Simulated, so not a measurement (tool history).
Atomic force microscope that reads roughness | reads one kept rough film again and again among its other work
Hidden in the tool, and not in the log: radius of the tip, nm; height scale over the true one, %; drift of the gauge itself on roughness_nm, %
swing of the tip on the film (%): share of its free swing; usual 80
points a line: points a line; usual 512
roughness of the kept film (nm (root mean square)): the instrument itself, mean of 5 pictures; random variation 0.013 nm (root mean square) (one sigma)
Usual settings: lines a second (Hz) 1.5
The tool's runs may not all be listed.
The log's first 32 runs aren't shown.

run,hour,lines a second (Hz),swing of the tip on the film (%),points a line,pictures with this tip,hours of work since the height scale was calibrated,roughness of the kept film (nm (root mean square))
# hour 1903.2: new tip fitted
33,1944.2,2.93,58,292,83,707,2.812
# hour 1983.4: new tip fitted
34,2004.7,2.93,58,292,43,754,2.945
# hour 2066.7: new tip fitted
35,2074.7,1.5,80,662,16,808,2.936
36,2128.6,1.5,80,662,125,850,2.612
# hour 2146.9: new tip fitted
37,2179,1.5,80,662,65,888,2.8
# hour 2230.6: new tip fitted
38,2241.9,2,80,772,23,937,2.876
39,2306.6,1.98,80,330,154,987,2.438
# hour 2312.6: new tip fitted
40,2376.5,2.6,78,893,130,1041,2.481
# hour 2393.7: new tip fitted
41,2445.3,0.77,88,512,104,1094,2.722
# hour 2476.3: new tip fitted
42,2509.7,0.77,88,512,68,1144,2.872

Forecast each of these 5 alternatives for the next run:
# hour 2558.3: new tip fitted
A,2559.3,0.77,56,795,2,1182,?
# hour 2558.3: new tip fitted
B,2559.3,0.57,86,500,2,1182,?
# hour 2558.3: new tip fitted
C,2559.3,1.17,62,273,2,1182,?
# hour 2558.3: new tip fitted
D,2559.3,0.62,80,512,2,1182,?
# hour 2558.3: new tip fitted
E,2559.3,0.85,66,512,2,1182,?

run,roughness of the kept film (nm (root mean square))
A,3.328
B,3.16
C,3.239
D,3.204
E,3.266
Without the tool's hidden state the same runs would have given:
run,roughness of the kept film (nm (root mean square))
A,3.267
B,3.102
C,3.18
D,3.145
E,3.206
